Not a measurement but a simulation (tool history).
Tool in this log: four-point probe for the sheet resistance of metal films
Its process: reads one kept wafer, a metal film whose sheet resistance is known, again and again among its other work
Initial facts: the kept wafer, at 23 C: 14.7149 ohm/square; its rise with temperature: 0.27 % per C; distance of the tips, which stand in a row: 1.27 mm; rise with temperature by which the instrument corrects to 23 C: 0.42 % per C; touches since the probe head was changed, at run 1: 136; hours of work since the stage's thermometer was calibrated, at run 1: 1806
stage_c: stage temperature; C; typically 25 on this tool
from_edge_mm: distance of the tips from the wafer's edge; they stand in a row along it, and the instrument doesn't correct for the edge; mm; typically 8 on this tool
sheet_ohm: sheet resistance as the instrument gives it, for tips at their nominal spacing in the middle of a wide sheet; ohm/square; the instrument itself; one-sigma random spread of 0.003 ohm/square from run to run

run    day  stage_c  from_edge_mm  touches since the probe head was changed  hours of work since the stage's thermometer was calibrated  sheet_ohm
  1      0       25             8                                       136                                                        1806  14.921858
  2  0.608       25             8                                       271                                                        1812  14.928553
  3  1.262       25            19                                       415                                                        1818  14.764172
  4  1.771       25            19                                       528                                                        1823  14.765891
  5  2.433       25            19                                       674                                                        1829  14.763564
  6  2.792       22            19                                       754                                                        1833  14.830972
  7  3.212       22            19                                       847                                                        1837  14.829183
  8  3.554       22            19                                       923                                                        1840  14.829851
  9  4.092       22             4                                      1041                                                        1845  15.550414
 10  4.542       24             4                                      1141                                                        1850    15.5078
 11  5.133       23            12                                      1272                                                        1856  14.863548
 12  5.512       23            12                                      1355                                                        1859  14.861932
 13  5.862       23            12                                      1433                                                        1863  14.861516
 14  6.525       26            62                                      1580                                                        1869  14.711331
 15  7.158       26            62                                      1720                                                        1875  14.708064
 16  7.692       26            62                                      1838                                                        1880  14.716314
 17  8.142       32            46                                      1937                                                        1885  14.595448
 18  8.496       24             6                                      2016                                                        1888  15.098264

Forecast each of these 4 alternatives for the next run:
  A  8.896       26            11                                      2104                                                        1892          ?
  B  8.896       24            22                                      2104                                                        1892          ?
  C  8.896       32             4                                      2104                                                        1892          ?
  D  8.896       21            11                                      2104                                                        1892          ?

run  sheet_ohm
  A  14.813258
  B  14.775976
  C  15.336013
  D  14.919775
Take away the tool's hidden state, keep each run's random variation, and the runs would have read:
run  sheet_ohm
  A   14.75405
  B  14.716802
  C  15.275168
  D  14.859891

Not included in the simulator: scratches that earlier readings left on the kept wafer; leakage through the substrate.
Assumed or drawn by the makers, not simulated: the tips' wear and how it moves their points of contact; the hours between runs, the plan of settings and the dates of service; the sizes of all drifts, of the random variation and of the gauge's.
